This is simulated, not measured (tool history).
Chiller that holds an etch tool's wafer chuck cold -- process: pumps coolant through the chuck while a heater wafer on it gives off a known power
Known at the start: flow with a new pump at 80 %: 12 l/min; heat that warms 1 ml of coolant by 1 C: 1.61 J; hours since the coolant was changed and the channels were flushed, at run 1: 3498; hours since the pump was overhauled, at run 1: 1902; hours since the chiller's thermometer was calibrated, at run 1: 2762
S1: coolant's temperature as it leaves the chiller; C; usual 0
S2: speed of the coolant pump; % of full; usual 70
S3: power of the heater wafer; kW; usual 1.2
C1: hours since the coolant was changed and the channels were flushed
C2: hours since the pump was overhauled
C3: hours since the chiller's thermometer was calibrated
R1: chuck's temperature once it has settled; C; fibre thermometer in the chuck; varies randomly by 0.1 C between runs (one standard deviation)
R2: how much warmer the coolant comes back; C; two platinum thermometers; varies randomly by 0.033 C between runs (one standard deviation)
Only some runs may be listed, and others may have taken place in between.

{"run": 1, "hour": 0.0, "S1": 0, "S2": 70, "S3": 1.2, "C1": 3498, "C2": 1902, "C3": 2762, "R1": 15.3, "R2": 4.53}
{"run": 2, "hour": 61.3, "S1": 0, "S2": 70, "S3": 1.2, "C1": 3559, "C2": 1964, "C3": 2823, "R1": 15.3, "R2": 4.56}
{"hour": 116.2, "done": "chiller's thermometer calibrated"}
{"run": 3, "hour": 135.2, "S1": 0, "S2": 70, "S3": 1.2, "C1": 3632, "C2": 2037, "C3": 19, "R1": 16.1, "R2": 4.61}
{"run": 4, "hour": 202.4, "S1": 0, "S2": 70, "S3": 1.2, "C1": 3699, "C2": 2104, "C3": 86, "R1": 15.8, "R2": 4.62}
{"run": 5, "hour": 268.3, "S1": 0, "S2": 70, "S3": 1.045, "C1": 3765, "C2": 2170, "C3": 152, "R1": 14.2, "R2": 3.95}
{"run": 6, "hour": 313.0, "S1": 0, "S2": 70, "S3": 1.2, "C1": 3810, "C2": 2214, "C3": 197, "R1": 16, "R2": 4.62}
{"run": 7, "hour": 392.6, "S1": 0, "S2": 70, "S3": 1.2, "C1": 3890, "C2": 2294, "C3": 276, "R1": 16.4, "R2": 4.61}
{"run": 8, "hour": 428.6, "S1": 0, "S2": 65, "S3": 1.2, "C1": 3926, "C2": 2330, "C3": 312, "R1": 17.2, "R2": 4.94}
{"run": 9, "hour": 486.5, "S1": 0, "S2": 65, "S3": 1.2, "C1": 3984, "C2": 2388, "C3": 370, "R1": 17.4, "R2": 4.97}
{"run": 10, "hour": 539.1, "S1": 0, "S2": 70, "S3": 1.2, "C1": 4036, "C2": 2440, "C3": 423, "R1": 16.2, "R2": 4.67}
{"run": 11, "hour": 582.4, "S1": 0, "S2": 90, "S3": 1.2, "C1": 4079, "C2": 2484, "C3": 466, "R1": 13, "R2": 3.61}
{"run": 12, "hour": 650.7, "S1": 0, "S2": 90, "S3": 1.2, "C1": 4148, "C2": 2552, "C3": 535, "R1": 12.9, "R2": 3.61}
{"run": 13, "hour": 715.7, "S1": 0, "S2": 70, "S3": 1.2, "C1": 4213, "C2": 2617, "C3": 599, "R1": 16.5, "R2": 4.73}
{"run": 14, "hour": 779.9, "S1": 0, "S2": 70, "S3": 1.2, "C1": 4277, "C2": 2681, "C3": 664, "R1": 16.5, "R2": 4.71}
{"run": 15, "hour": 836.2, "S1": 0, "S2": 70, "S3": 1.2, "C1": 4333, "C2": 2738, "C3": 720, "R1": 16.7, "R2": 4.73}
{"run": 16, "hour": 908.8, "S1": 0, "S2": 70, "S3": 1.2, "C1": 4406, "C2": 2810, "C3": 793, "R1": 16.8, "R2": 4.68}
{"run": 17, "hour": 963.7, "S1": 0, "S2": 70, "S3": 0.821, "C1": 4461, "C2": 2865, "C3": 848, "R1": 11.3, "R2": 3.2}
{"run": 18, "hour": 998.7, "S1": 0, "S2": 70, "S3": 0.821, "C1": 4496, "C2": 2900, "C3": 883, "R1": 11.4, "R2": 3.24}
{"run": 19, "hour": 1041.1, "S1": 0, "S2": 70, "S3": 0.668, "C1": 4538, "C2": 2943, "C3": 925, "R1": 9.1, "R2": 2.56}
{"run": 20, "hour": 1081.7, "S1": 8, "S2": 87, "S3": 1.533, "C1": 4579, "C2": 2983, "C3": 966, "R1": 25.9, "R2": 4.9}
{"run": 21, "hour": 1114.9, "S1": 8, "S2": 81, "S3": 0.611, "C1": 4612, "C2": 3016, "C3": 999, "R1": 15.5, "R2": 2.1}
{"run": 22, "hour": 1151.1, "S1": 8, "S2": 81, "S3": 0.611, "C1": 4648, "C2": 3052, "C3": 1035, "R1": 15.4, "R2": 2.12}
{"run": 23, "hour": 1227.7, "S1": 0, "S2": 88, "S3": 1.2, "C1": 4725, "C2": 3129, "C3": 1112, "R1": 14, "R2": 3.82}
{"run": 24, "hour": 1266.9, "S1": 0, "S2": 88, "S3": 1.2, "C1": 4764, "C2": 3168, "C3": 1151, "R1": 14.1, "R2": 3.85}
{"run": 25, "hour": 1324.1, "S1": 0, "S2": 88, "S3": 1.2, "C1": 4821, "C2": 3226, "C3": 1208, "R1": 13.9, "R2": 3.83}
{"run": 26, "hour": 1364.3, "S1": -4, "S2": 98, "S3": 1.308, "C1": 4861, "C2": 3266, "C3": 1248, "R1": 10, "R2": 3.74}
{"run": 27, "hour": 1399.5, "S1": -4, "S2": 98, "S3": 1.35, "C1": 4897, "C2": 3301, "C3": 1283, "R1": 10.5, "R2": 3.89}
{"run": 28, "hour": 1449.4, "S1": -9, "S2": 71, "S3": 1.383, "C1": 4946, "C2": 3351, "C3": 1333, "R1": 10.8, "R2": 5.44}
{"run": 29, "hour": 1490.2, "S1": 7, "S2": 96, "S3": 1.256, "C1": 4987, "C2": 3392, "C3": 1374, "R1": 20.6, "R2": 3.69}
{"hour": 1516.0, "done": "coolant changed, channels flushed"}
{"run": 30, "hour": 1543.3, "S1": -7, "S2": 64, "S3": 1.256, "C1": 27, "C2": 3439, "C3": 1421, "R1": 9.6, "R2": 5.5}
{"run": 31, "hour": 1617.3, "S1": -5, "S2": 72, "S3": 0.76, "C1": 101, "C2": 3513, "C3": 1495, "R1": 3.8, "R2": 3}
{"run": 32, "hour": 1691.1, "S1": -7, "S2": 65, "S3": 0.905, "C1": 175, "C2": 3586, "C3": 1569, "R1": 4.7, "R2": 3.96}

Had the tool no unlogged condition, and each run kept its random variation, what would the results have been?
Unlogged tool condition in this case: heat passed by the chuck's channels, % of clean ones'; flow at a given pump speed, % of a new pump's; coolant's true temperature over the reading, C; drift of the gauge itself on chuck_c, C; drift of the gauge itself on warmer_back_c, C.
run=1 R1=13.1 R2=4.22
run=2 R1=13 R2=4.24
run=3 R1=13.3 R2=4.28
run=4 R1=13 R2=4.27
run=5 R1=11.6 R2=3.64
run=6 R1=13 R2=4.25
run=7 R1=13.3 R2=4.23
run=8 R1=13.9 R2=4.53
run=9 R1=14 R2=4.54
run=10 R1=13 R2=4.27
run=11 R1=10.4 R2=3.28
run=12 R1=10.3 R2=3.27
run=13 R1=13.1 R2=4.3
run=14 R1=13 R2=4.26
run=15 R1=13.1 R2=4.27
run=16 R1=13.2 R2=4.21
run=17 R1=8.9 R2=2.87
run=18 R1=8.9 R2=2.91
run=19 R1=7.1 R2=2.28
run=20 R1=21.9 R2=4.38
run=21 R1=13.9 R2=1.87
run=22 R1=13.8 R2=1.89
run=23 R1=10.8 R2=3.4
run=24 R1=10.9 R2=3.42
run=25 R1=10.6 R2=3.39
run=26 R1=6.7 R2=3.31
run=27 R1=7.1 R2=3.44
run=28 R1=6 R2=4.79
run=29 R1=17.3 R2=3.24
run=30 R1=8 R2=4.83
run=31 R1=3 R2=2.63
run=32 R1=3.5 R2=3.46
